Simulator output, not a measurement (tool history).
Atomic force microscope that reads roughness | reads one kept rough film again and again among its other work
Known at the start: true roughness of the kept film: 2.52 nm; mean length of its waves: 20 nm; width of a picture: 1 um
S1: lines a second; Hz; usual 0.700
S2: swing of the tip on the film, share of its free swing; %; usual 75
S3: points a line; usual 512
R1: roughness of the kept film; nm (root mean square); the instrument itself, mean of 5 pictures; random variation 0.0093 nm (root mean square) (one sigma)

run	hour	S1	S2	S3	R1
1	0.0	0.700	75	512	1.541
2	7.5	0.700	75	512	1.504
3	23.5	0.700	75	512	1.422
4	39.4	0.700	75	512	1.347
5	51.6	0.700	75	512	1.313
# hour 55.8: new tip fitted
6	60.2	0.700	75	512	2.040
7	69.2	0.700	75	512	1.963
8	80.4	0.700	75	512	1.868
9	94.5	0.700	75	512	1.783
10	107.0	0.700	75	342	1.666
11	120.7	0.700	75	342	1.581
12	134.7	0.540	77	342	1.520
13	147.2	1.852	75	365	1.417
14	161.1	2.478	56	425	1.390
15	171.7	2.478	56	425	1.339
# hour 176.5: new tip fitted
16	179.2	0.535	74	326	2.047

Forecast run 17:
17	195.1	3.646	83	512	?

{"run 17": {"R1": 1.763}}
Without the tool's hidden state the same run would have given R1 1.916 nm (root mean square).
